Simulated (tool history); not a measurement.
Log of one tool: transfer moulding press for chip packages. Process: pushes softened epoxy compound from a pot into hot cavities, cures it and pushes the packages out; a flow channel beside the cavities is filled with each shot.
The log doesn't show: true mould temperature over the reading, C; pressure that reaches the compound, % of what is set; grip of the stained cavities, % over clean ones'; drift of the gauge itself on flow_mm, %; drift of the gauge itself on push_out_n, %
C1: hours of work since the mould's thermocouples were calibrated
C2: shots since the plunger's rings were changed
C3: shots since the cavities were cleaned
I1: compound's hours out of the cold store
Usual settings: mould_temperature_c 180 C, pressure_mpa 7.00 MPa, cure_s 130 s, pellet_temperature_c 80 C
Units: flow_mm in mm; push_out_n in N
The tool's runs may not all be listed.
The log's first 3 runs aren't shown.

{"run": 4, "hour": 44.9, "mould_temperature_c": 180, "pressure_mpa": 7.0, "cure_s": 130, "pellet_temperature_c": 84, "C1": 290, "C2": 2426, "C3": 356, "I1": 38.3, "flow_mm": 599, "push_out_n": 339}
{"run": 5, "hour": 54.3, "mould_temperature_c": 180, "pressure_mpa": 7.0, "cure_s": 130, "pellet_temperature_c": 84, "C1": 294, "C2": 2486, "C3": 416, "I1": 36.3, "flow_mm": 604, "push_out_n": 337}
{"run": 6, "hour": 72.8, "mould_temperature_c": 180, "pressure_mpa": 7.0, "cure_s": 137, "pellet_temperature_c": 80, "C1": 302, "C2": 2604, "C3": 534, "I1": 41.1, "flow_mm": 597, "push_out_n": 340}
{"run": 7, "hour": 84.4, "mould_temperature_c": 180, "pressure_mpa": 8.32, "cure_s": 137, "pellet_temperature_c": 80, "C1": 307, "C2": 2678, "C3": 608, "I1": 21.7, "flow_mm": 667, "push_out_n": 352}
{"run": 8, "hour": 103.4, "mould_temperature_c": 180, "pressure_mpa": 8.32, "cure_s": 137, "pellet_temperature_c": 80, "C1": 314, "C2": 2800, "C3": 730, "I1": 12.3, "flow_mm": 691, "push_out_n": 381}
{"hour": 118.1, "done": "cavities cleaned with cleaning compound and waxed"}
{"run": 9, "hour": 120.3, "mould_temperature_c": 180, "pressure_mpa": 8.32, "cure_s": 137, "pellet_temperature_c": 80, "C1": 321, "C2": 2898, "C3": 14, "I1": 16.1, "flow_mm": 668, "push_out_n": 236}
{"run": 10, "hour": 137.0, "mould_temperature_c": 180, "pressure_mpa": 7.0, "cure_s": 130, "pellet_temperature_c": 80, "C1": 328, "C2": 3005, "C3": 121, "I1": 39.7, "flow_mm": 587, "push_out_n": 290}
{"run": 11, "hour": 146.0, "mould_temperature_c": 180, "pressure_mpa": 7.0, "cure_s": 133, "pellet_temperature_c": 80, "C1": 331, "C2": 3062, "C3": 178, "I1": 35.1, "flow_mm": 595, "push_out_n": 287}
{"run": 12, "hour": 161.8, "mould_temperature_c": 180, "pressure_mpa": 7.0, "cure_s": 133, "pellet_temperature_c": 80, "C1": 338, "C2": 3163, "C3": 279, "I1": 22.9, "flow_mm": 608, "push_out_n": 324}
{"run": 13, "hour": 179.9, "mould_temperature_c": 180, "pressure_mpa": 7.0, "cure_s": 133, "pellet_temperature_c": 80, "C1": 345, "C2": 3278, "C3": 394, "I1": 12.9, "flow_mm": 616, "push_out_n": 333}
{"run": 14, "hour": 194.7, "mould_temperature_c": 180, "pressure_mpa": 7.0, "cure_s": 133, "pellet_temperature_c": 80, "C1": 351, "C2": 3373, "C3": 489, "I1": 31.7, "flow_mm": 600, "push_out_n": 348}
{"run": 15, "hour": 211.1, "mould_temperature_c": 180, "pressure_mpa": 7.0, "cure_s": 133, "pellet_temperature_c": 80, "C1": 358, "C2": 3478, "C3": 594, "I1": 40.6, "flow_mm": 590, "push_out_n": 358}

Run 16 comes next. What will it give?
{"run": 16, "hour": 221.6, "mould_temperature_c": 180, "pressure_mpa": 7.0, "cure_s": 133, "pellet_temperature_c": 80, "C1": 362, "C2": 3545, "C3": 661, "I1": 46.0, "flow_mm": "?", "push_out_n": "?"}

{"run 16": {"flow_mm": 575, "push_out_n": 382}}
Without the tool's hidden state the same run would have given flow_mm 616 mm, push_out_n 248 N.
